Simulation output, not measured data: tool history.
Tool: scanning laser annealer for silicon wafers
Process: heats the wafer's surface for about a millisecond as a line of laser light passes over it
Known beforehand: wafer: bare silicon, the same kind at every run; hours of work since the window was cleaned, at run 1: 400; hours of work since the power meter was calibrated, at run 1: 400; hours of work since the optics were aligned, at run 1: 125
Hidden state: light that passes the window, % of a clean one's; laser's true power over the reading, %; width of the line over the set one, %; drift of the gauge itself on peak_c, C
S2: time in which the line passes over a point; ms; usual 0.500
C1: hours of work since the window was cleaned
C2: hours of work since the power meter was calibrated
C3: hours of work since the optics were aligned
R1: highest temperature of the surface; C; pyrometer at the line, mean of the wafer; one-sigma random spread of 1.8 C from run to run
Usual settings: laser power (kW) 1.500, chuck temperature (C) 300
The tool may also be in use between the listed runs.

{"run": 1, "hour": 0.0, "laser power (kW)": 1.5, "S2": 0.5, "chuck temperature (C)": 300, "C1": 400, "C2": 400, "C3": 125, "R1": 1043}
{"run": 2, "hour": 40.1, "laser power (kW)": 1.5, "S2": 0.5, "chuck temperature (C)": 300, "C1": 417, "C2": 417, "C3": 142, "R1": 1044}
{"run": 3, "hour": 62.9, "laser power (kW)": 1.5, "S2": 0.5, "chuck temperature (C)": 289, "C1": 426, "C2": 426, "C3": 151, "R1": 1030}
{"run": 4, "hour": 100.5, "laser power (kW)": 1.5, "S2": 0.5, "chuck temperature (C)": 289, "C1": 442, "C2": 442, "C3": 166, "R1": 1029}
{"run": 5, "hour": 137.1, "laser power (kW)": 1.5, "S2": 0.5, "chuck temperature (C)": 289, "C1": 457, "C2": 457, "C3": 182, "R1": 1031}
{"run": 6, "hour": 178.2, "laser power (kW)": 1.5, "S2": 0.5, "chuck temperature (C)": 289, "C1": 474, "C2": 474, "C3": 199, "R1": 1029}
{"run": 7, "hour": 216.4, "laser power (kW)": 1.5, "S2": 0.5, "chuck temperature (C)": 300, "C1": 489, "C2": 489, "C3": 214, "R1": 1042}
{"run": 8, "hour": 265.5, "laser power (kW)": 1.5, "S2": 0.5, "chuck temperature (C)": 300, "C1": 510, "C2": 510, "C3": 235, "R1": 1035}
{"run": 9, "hour": 298.3, "laser power (kW)": 1.5, "S2": 0.5, "chuck temperature (C)": 300, "C1": 523, "C2": 523, "C3": 248, "R1": 1041}
{"run": 10, "hour": 320.7, "laser power (kW)": 1.5, "S2": 0.5, "chuck temperature (C)": 300, "C1": 533, "C2": 533, "C3": 257, "R1": 1037}
{"hour": 327.4, "done": "window over the wafer cleaned"}
{"run": 11, "hour": 360.1, "laser power (kW)": 1.552, "S2": 0.407, "chuck temperature (C)": 275, "C1": 14, "C2": 548, "C3": 273, "R1": 947}
{"run": 12, "hour": 395.9, "laser power (kW)": 1.507, "S2": 0.524, "chuck temperature (C)": 300, "C1": 28, "C2": 563, "C3": 288, "R1": 1056}
{"hour": 414.4, "done": "window over the wafer cleaned, once more"}
{"run": 13, "hour": 430.9, "laser power (kW)": 1.281, "S2": 0.483, "chuck temperature (C)": 312, "C1": 7, "C2": 576, "C3": 301, "R1": 930}
{"run": 14, "hour": 454.8, "laser power (kW)": 1.281, "S2": 0.483, "chuck temperature (C)": 312, "C1": 17, "C2": 586, "C3": 311, "R1": 930}
{"run": 15, "hour": 499.8, "laser power (kW)": 1.5, "S2": 0.44, "chuck temperature (C)": 300, "C1": 35, "C2": 605, "C3": 330, "R1": 993}
{"run": 16, "hour": 548.3, "laser power (kW)": 1.5, "S2": 0.44, "chuck temperature (C)": 300, "C1": 55, "C2": 625, "C3": 350, "R1": 991}
{"run": 17, "hour": 584.0, "laser power (kW)": 1.5, "S2": 0.44, "chuck temperature (C)": 300, "C1": 70, "C2": 640, "C3": 364, "R1": 994}

Entry by entry between the runs, the difference in hidden state between the last listed run before and the first listed run after:
Run 10 -> run 11: window over the wafer cleaned (hour 327.4)
  light that passes the window, % of a clean one's: 98.41 -> 97.51; width of the line over the set one, %: 1.69 -> 1.76
  measured result minus the result with no hidden state, R1: -21 -> -27 C
Run 12 -> run 13: window over the wafer cleaned, once more (hour 414.4)
  light that passes the window, % of a clean one's: 97.48 -> 99.89; laser's true power over the reading, %: -0.31 -> -0.32; width of the line over the set one, %: 1.84 -> 1.92
  measured result minus the result with no hidden state, R1: -31 -> -9 C

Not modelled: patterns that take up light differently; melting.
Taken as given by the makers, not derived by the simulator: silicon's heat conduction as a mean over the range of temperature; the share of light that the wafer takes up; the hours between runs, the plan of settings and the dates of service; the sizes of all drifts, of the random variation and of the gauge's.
